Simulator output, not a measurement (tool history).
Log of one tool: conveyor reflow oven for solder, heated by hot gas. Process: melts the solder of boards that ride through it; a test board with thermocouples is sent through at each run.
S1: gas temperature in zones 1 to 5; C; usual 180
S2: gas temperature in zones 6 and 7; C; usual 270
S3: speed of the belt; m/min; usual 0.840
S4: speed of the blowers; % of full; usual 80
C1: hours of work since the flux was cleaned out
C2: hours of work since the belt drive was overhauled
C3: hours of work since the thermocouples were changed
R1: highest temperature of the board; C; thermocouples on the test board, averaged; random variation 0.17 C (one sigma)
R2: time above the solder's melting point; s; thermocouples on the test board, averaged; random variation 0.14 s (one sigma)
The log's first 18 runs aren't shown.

| run | hour | S1 | S2 | S3 | S4 | C1 | C2 | C3 | R1 | R2 |
|---|---|---|---|---|---|---|---|---|---|---|
| 19 | 144.7 | 180 | 279 | 0.840 | 80 | 38 | 231 | 997 | 266.8 | 50.6 |
| 20 | 150.2 | 180 | 260 | 0.923 | 80 | 41 | 234 | 1000 | 247.8 | 37.7 |
| 21 | 155.0 | 181 | 262 | 0.923 | 77 | 44 | 237 | 1003 | 248.6 | 38.4 |
|  | 161.4 | thermocouples of zones 6 and 7 changed |
| 22 | 162.5 | 173 | 272 | 0.963 | 72 | 47 | 240 | 1 | 249.2 | 34.7 |
| 23 | 169.0 | 178 | 270 | 0.773 | 54 | 50 | 243 | 4 | 250.9 | 45.8 |
| 24 | 173.6 | 180 | 280 | 0.678 | 84 | 52 | 245 | 6 | 270.6 | 64.7 |
| 25 | 179.1 | 180 | 270 | 0.940 | 80 | 55 | 248 | 9 | 251.9 | 39.1 |
| 26 | 184.6 | 180 | 263 | 0.971 | 80 | 58 | 251 | 12 | 245.3 | 34.3 |
| 27 | 194.6 | 186 | 272 | 0.840 | 80 | 63 | 256 | 17 | 257.8 | 49.1 |
| 28 | 199.5 | 188 | 272 | 0.774 | 80 | 66 | 259 | 20 | 260.4 | 55.3 |
| 29 | 206.5 | 188 | 272 | 0.839 | 54 | 69 | 263 | 24 | 251.6 | 45.4 |
| 30 | 211.9 | 170 | 268 | 0.814 | 79 | 72 | 265 | 26 | 253.0 | 43.7 |

Forecast each of these 4 alternatives for the next run:
| A | 222.9 | 166 | 270 | 0.857 | 84 | 78 | 271 | 32 | ? | ? |
| B | 222.9 | 170 | 275 | 0.814 | 79 | 78 | 271 | 32 | ? | ? |
| C | 222.9 | 187 | 270 | 0.674 | 70 | 78 | 271 | 32 | ? | ? |
| D | 222.9 | 191 | 279 | 0.697 | 80 | 78 | 271 | 32 | ? | ? |

| run | R1 | R2 |
|---|---|---|
| A | 252.9 | 40.8 |
| B | 258.7 | 46.6 |
| C | 260.0 | 63.1 |
| D | 269.4 | 65.8 |
Without the tool's hidden state the same runs would have given:
| run | R1 | R2 |
|---|---|---|
| A | 254.2 | 41.5 |
| B | 259.9 | 47.1 |
| C | 261.0 | 63.4 |
| D | 270.4 | 65.9 |

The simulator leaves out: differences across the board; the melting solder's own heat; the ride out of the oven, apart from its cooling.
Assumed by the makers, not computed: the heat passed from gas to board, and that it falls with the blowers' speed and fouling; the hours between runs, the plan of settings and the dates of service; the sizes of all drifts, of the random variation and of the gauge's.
